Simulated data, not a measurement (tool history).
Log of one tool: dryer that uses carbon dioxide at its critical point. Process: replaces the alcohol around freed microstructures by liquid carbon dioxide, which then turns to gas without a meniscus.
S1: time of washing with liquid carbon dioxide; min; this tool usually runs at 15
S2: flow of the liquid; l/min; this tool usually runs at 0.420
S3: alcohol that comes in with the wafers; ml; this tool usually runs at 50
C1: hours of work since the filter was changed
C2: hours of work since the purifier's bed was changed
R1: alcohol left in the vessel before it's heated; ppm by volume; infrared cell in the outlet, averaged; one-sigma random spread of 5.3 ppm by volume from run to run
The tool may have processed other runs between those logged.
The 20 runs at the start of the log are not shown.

run     day  S1     S2   S3   C1   C2    R1
 21  44.375  15  0.340   50  240  109   569
 22  47.329  15  0.340   50  270  139   626
     48.704  -- inlet filter changed
 23  49.596  15  0.341   33    9  161   296
 24  52.146  11  0.415   33   35  187   505
 25  54.725  11  0.493   57   61  213   429
 26  56.204  11  0.493   57   76  228   457
 27  57.838  17  0.394   86   92  244   260
 28  60.112  12  0.347   50  115  267  1170
 29  62.825  10  0.347   57  143  295  2468
 30  64.517  15  0.307   22  160  312   429
 31  67.375  23  0.342   30  189  341   156
 32  68.950  23  0.342   30  205  357   167
 33  71.071  15  0.378   48  226  378   468
 34  73.667  16  0.378   48  253  405   384
 35  75.204  15  0.310   83  268  420  1538
     76.754  -- inlet filter changed
 36  78.304  19  0.420  102   16  451   228
 37  80.421  19  0.420  102   37  472   245
 38  82.758  21  0.546  113   61  496   192
 39  84.429  20  0.656   83   78  513   195
 40  87.467  15  0.269   76  108  544  1978
 41  88.788  15  0.497   42  122  557   260
 42  91.117  24  0.254   42  145  581   369
 43  93.142  15  0.640   53  166  601   231

Branching from run 43: 5 alternative next runs. What would each branch give?
  A  94.933  15  0.691  112  184  619   ?
  B  94.933  15  0.640   88  184  619   ?
  C  94.933  14  0.568   60  184  619   ?
  D  94.933   9  0.421   91  184  619   ?
  E  94.933  23  0.652   53  184  619   ?

run    R1
  A   239
  B   265
  C   303
  D  3322
  E   232
What these runs would have given with no unlogged condition in the tool:
run    R1
  A     4
  B    17
  C    47
  D  2380
  E     3
